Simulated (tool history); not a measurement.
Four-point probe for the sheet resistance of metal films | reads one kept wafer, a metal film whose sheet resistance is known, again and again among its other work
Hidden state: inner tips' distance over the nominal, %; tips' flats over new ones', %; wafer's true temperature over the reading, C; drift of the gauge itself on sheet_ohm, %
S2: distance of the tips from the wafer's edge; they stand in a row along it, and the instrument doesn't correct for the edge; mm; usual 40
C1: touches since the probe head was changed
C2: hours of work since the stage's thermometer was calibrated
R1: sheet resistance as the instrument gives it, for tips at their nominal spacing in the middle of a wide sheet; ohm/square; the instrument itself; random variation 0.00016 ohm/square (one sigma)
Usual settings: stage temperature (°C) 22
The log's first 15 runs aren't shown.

{"run": 16, "day": 20.1, "stage temperature (°C)": 22, "S2": 4, "C1": 26723, "C2": 589, "R1": 0.794958}
{"run": 17, "day": 20.942, "stage temperature (°C)": 32, "S2": 40, "C1": 27540, "C2": 599, "R1": 0.793529}
{"run": 18, "day": 21.883, "stage temperature (°C)": 32, "S2": 40, "C1": 28453, "C2": 610, "R1": 0.793557}
{"run": 19, "day": 23.708, "stage temperature (°C)": 32, "S2": 40, "C1": 30220, "C2": 630, "R1": 0.793698}
{"run": 20, "day": 25.371, "stage temperature (°C)": 31, "S2": 27, "C1": 31833, "C2": 649, "R1": 0.793249}
{"run": 21, "day": 26.833, "stage temperature (°C)": 31, "S2": 27, "C1": 33248, "C2": 666, "R1": 0.79312}
{"run": 22, "day": 27.988, "stage temperature (°C)": 31, "S2": 23, "C1": 34369, "C2": 679, "R1": 0.79322}
{"run": 23, "day": 29.058, "stage temperature (°C)": 35, "S2": 40, "C1": 35406, "C2": 691, "R1": 0.795108}
{"run": 24, "day": 30.65, "stage temperature (°C)": 25, "S2": 7, "C1": 36947, "C2": 709, "R1": 0.792337}
{"run": 25, "day": 31.429, "stage temperature (°C)": 25, "S2": 7, "C1": 37702, "C2": 718, "R1": 0.791952}
{"run": 26, "day": 32.65, "stage temperature (°C)": 25, "S2": 7, "C1": 38886, "C2": 732, "R1": 0.792151}
{"run": 27, "day": 33.65, "stage temperature (°C)": 19, "S2": 8, "C1": 39855, "C2": 743, "R1": 0.78875}
{"run": 28, "day": 34.667, "stage temperature (°C)": 19, "S2": 8, "C1": 40842, "C2": 755, "R1": 0.788364}
{"run": 29, "day": 36.162, "stage temperature (°C)": 21, "S2": 16, "C1": 42291, "C2": 772, "R1": 0.78838}
{"run": 30, "day": 37.654, "stage temperature (°C)": 19, "S2": 3, "C1": 43737, "C2": 789, "R1": 0.798661}
{"run": 31, "day": 38.65, "stage temperature (°C)": 19, "S2": 3, "C1": 44702, "C2": 800, "R1": 0.798223}
{"run": 32, "day": 40.329, "stage temperature (°C)": 19, "S2": 3, "C1": 46329, "C2": 819, "R1": 0.79846}
{"run": 33, "day": 41.429, "stage temperature (°C)": 19, "S2": 3, "C1": 47392, "C2": 832, "R1": 0.79836}
{"run": 34, "day": 42.238, "stage temperature (°C)": 26, "S2": 10, "C1": 48177, "C2": 841, "R1": 0.791498}
{"run": 35, "day": 42.971, "stage temperature (°C)": 29, "S2": 8, "C1": 48886, "C2": 849, "R1": 0.793946}
{"run": 36, "day": 44.667, "stage temperature (°C)": 28, "S2": 8, "C1": 50533, "C2": 868, "R1": 0.793193}
{"run": 37, "day": 45.625, "stage temperature (°C)": 22, "S2": 9, "C1": 51462, "C2": 879, "R1": 0.789532}
{"run": 38, "day": 46.704, "stage temperature (°C)": 22, "S2": 9, "C1": 52505, "C2": 891, "R1": 0.789651}

Forecast each of these 3 alternatives for the next run:
{"run": "A", "day": 47.579, "stage temperature (°C)": 34, "S2": 47, "C1": 53355, "C2": 901, "R1": "?"}
{"run": "B", "day": 47.579, "stage temperature (°C)": 29, "S2": 10, "C1": 53355, "C2": 901, "R1": "?"}
{"run": "C", "day": 47.579, "stage temperature (°C)": 33, "S2": 6, "C1": 53355, "C2": 901, "R1": "?"}

run=A R1=0.794791
run=B R1=0.793177
run=C R1=0.797446
Without the tool's hidden state the same runs would have given:
run=A R1=0.794756
run=B R1=0.793142
run=C R1=0.797410
